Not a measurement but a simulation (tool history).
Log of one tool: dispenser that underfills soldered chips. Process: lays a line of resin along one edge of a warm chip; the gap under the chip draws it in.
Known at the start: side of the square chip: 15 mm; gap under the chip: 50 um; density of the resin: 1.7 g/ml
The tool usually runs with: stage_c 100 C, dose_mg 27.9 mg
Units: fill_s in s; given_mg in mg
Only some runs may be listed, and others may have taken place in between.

Run 1, hour 0.0: usual settings. Result: fill_s 242.3 s, given_mg 26.04 mg.
At hour 4.0: new syringe of resin.
Run 2, hour 4.8: usual settings. Result: fill_s 200.7 s, given_mg 26.05 mg.
Run 3, hour 12.7: usual settings. Result: fill_s 247.4 s, given_mg 25.95 mg.
At hour 16.4: new syringe of resin.
Run 4, hour 19.7: usual settings but stage_c 108 C. Result: fill_s 155.7 s, given_mg 25.72 mg.
Run 5, hour 26.6: usual settings but stage_c 109 C. Result: fill_s 188.5 s, given_mg 25.57 mg.
At hour 28.5: new syringe of resin.
Run 6, hour 35.3: usual settings but dose_mg 29.8 mg. Result: fill_s 226.7 s, given_mg 27.52 mg.
At hour 40.8: new syringe of resin.
Run 7, hour 42.1: usual settings. Result: fill_s 201.1 s, given_mg 25.96 mg.
Run 8, hour 47.6: usual settings. Result: fill_s 236.8 s, given_mg 25.53 mg.
Run 9, hour 51.5: usual settings. Result: fill_s 264.3 s, given_mg 25.41 mg.
At hour 53.4: dispensing valve cleaned and set on the balance.
At hour 54.4: new syringe of resin.
Run 10, hour 62.0: usual settings. Result: fill_s 234.1 s, given_mg 27.94 mg.
At hour 66.8: new syringe of resin.
Run 11, hour 70.9: usual settings but stage_c 99 C, dose_mg 35.3 mg. Result: fill_s 212.4 s, given_mg 35.01 mg.
Run 12, hour 78.2: usual settings. Result: fill_s 257.6 s, given_mg 27.68 mg.
At hour 79.3: new syringe of resin.
Run 13, hour 84.0: usual settings. Result: fill_s 211.6 s, given_mg 27.70 mg.

5 options for the next run, each taken on its own from the tool as it stands now. Forecast them:
Run A, hour 89.0: usual settings but stage_c 114 C. Result: fill_s ?, given_mg ?.
Run B, hour 89.0: usual settings but stage_c 92 C, dose_mg 25.7 mg. Result: fill_s ?, given_mg ?.
Run C, hour 89.0: usual settings but dose_mg 25.4 mg. Result: fill_s ?, given_mg ?.
Run D, hour 89.0: usual settings but stage_c 95 C. Result: fill_s ?, given_mg ?.
Run E, hour 89.0: usual settings but stage_c 98 C, dose_mg 34.4 mg. Result: fill_s ?, given_mg ?.

run  fill_s  given_mg
  A   147.7     27.62
  B   328.9     25.44
  C   247.2     24.87
  D   285.8     27.75
  E   257.3     33.95
With no hidden state in the tool, these same runs would have given:
run  fill_s  given_mg
  A   116.1     28.00
  B   259.1     25.78
  C   194.6     25.21
  D   225.3     28.13
  E   203.1     34.41
